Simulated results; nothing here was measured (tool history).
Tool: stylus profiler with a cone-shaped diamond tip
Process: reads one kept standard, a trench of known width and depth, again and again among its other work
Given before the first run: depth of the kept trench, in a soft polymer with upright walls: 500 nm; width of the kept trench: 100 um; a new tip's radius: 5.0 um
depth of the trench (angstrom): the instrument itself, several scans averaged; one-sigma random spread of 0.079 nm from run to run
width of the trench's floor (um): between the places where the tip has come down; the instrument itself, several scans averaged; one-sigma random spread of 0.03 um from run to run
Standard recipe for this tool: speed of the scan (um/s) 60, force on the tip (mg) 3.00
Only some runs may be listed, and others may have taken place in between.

run	hour	speed of the scan (um/s)	force on the tip (mg)	depth of the trench (angstrom)	width of the trench's floor (um)
1	0.0	60	3.00	5035.2	93.79
2	47.2	60	3.00	5035.4	93.81
3	96.1	167	3.00	5035.3	93.21
4	128.7	60	3.00	5034.9	93.73
5	182.9	60	8.27	5075.3	93.77
6	212.7	27	8.04	5074.7	93.81
7	251.0	23	2.74	5031.3	93.81
8	300.6	23	1.58	5018.7	93.67
9	335.2	104	1.01	5011.0	93.06
10	371.7	213	3.74	5039.8	92.97

Here are 4 independent what-if runs from the current tool condition. What would each one return?
A	405.2	144	8.86	?	?
B	405.2	60	4.36	?	?
C	405.2	60	2.55	?	?
D	405.2	44	3.64	?	?

run	depth of the trench (angstrom)	width of the trench's floor (um)
A	5076.6	93.35
B	5043.7	93.55
C	5026.8	93.46
D	5038.2	93.57
What these runs would have given with no unlogged condition in the tool:
run	depth of the trench (angstrom)	width of the trench's floor (um)
A	5087.9	95.23
B	5054.9	95.43
C	5037.9	95.34
D	5049.4	95.44
